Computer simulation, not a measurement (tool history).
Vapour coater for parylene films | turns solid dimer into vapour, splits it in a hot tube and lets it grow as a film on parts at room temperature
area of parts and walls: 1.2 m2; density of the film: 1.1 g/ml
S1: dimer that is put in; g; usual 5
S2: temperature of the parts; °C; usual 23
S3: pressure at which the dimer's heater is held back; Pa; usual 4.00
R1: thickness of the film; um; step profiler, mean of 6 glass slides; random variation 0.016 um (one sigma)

run,hour,S1,S2,S3,R1
1,0.0,5,23,4.00,2.33
2,64.5,5,23,4.00,2.33
3,104.2,5,23,4.00,2.32
4,135.1,5,23,4.00,2.33
5,197.6,5,23,6.11,2.16
6,249.1,5,23,4.00,2.33
7,284.8,5,23,9.73,1.98
8,322.3,5,23,9.73,1.97
9,375.3,5,23,9.73,1.96
10,413.1,5,23,9.73,1.98
11,457.2,5,23,4.00,2.34
12,506.4,5,26,4.00,2.05
13,580.5,5,23,4.00,2.35
14,640.5,5,23,4.00,2.34
15,674.6,5,23,4.00,2.35
16,724.1,5,23,4.00,2.32
17,783.3,5,23,4.00,2.32
18,833.9,3,23,4.00,1.39
19,871.1,5,23,4.00,2.32
20,947.1,4,23,4.00,1.90
21,1003.4,4,23,4.00,1.88
22,1072.4,4,23,4.00,1.85
23,1118.5,4,23,4.00,1.85
24,1153.3,4,23,4.00,1.86
25,1211.0,6,23,4.00,2.80
26,1250.4,9,23,5.40,3.95
27,1282.3,9,23,5.40,3.97
28,1315.0,4,23,4.00,1.87
29,1382.1,4,23,7.59,1.65
30,1454.0,4,26,7.37,1.47
31,1521.7,8,21,4.00,4.05
32,1584.8,8,29,4.84,2.84
33,1645.1,8,29,3.68,2.97
34,1682.3,5,23,3.14,2.42
35,1721.4,5,23,3.14,2.39
36,1783.3,3,33,5.48,0.86
37,1852.6,3,17,5.48,1.71
38,1909.9,2,23,4.00,0.94
39,1974.7,5,23,3.16,2.42
40,2022.8,5,26,2.49,2.21
41,2077.5,2,26,5.46,0.77
42,2148.6,2,26,5.46,0.79
43,2216.4,3,28,2.83,1.22
44,2290.7,8,16,5.93,4.60
45,2354.1,8,16,5.93,4.65
46,2415.7,8,16,5.93,4.58
47,2456.4,8,16,5.93,4.58

Taken out of this log: 5 entries between the listed runs. Where each belongs, and how the hidden state differs across it:
Between runs 7 and 8: trap's valve overhauled (hour 317.4)
  vapour lost through the trap's worn valve, %: 0.1 -> 0
Between runs 19 and 20: trap's valve overhauled (hour 928.0)
  vapour lost through the trap's worn valve, %: 0.1 -> 0
Between runs 31 and 32: trap's valve overhauled (hour 1538.9)
  vapour lost through the trap's worn valve, %: 0.1 -> 0; true temperature of the parts over the reading, C: 0.01 -> 0.02
Between runs 41 and 42: trap's valve overhauled (hour 2148.6)
  vapour lost through the trap's worn valve, %: 0.1 -> 0
Between runs 42 and 43: table's thermometer calibrated (hour 2209.4)
  true temperature of the parts over the reading, C: 0.02 -> 0
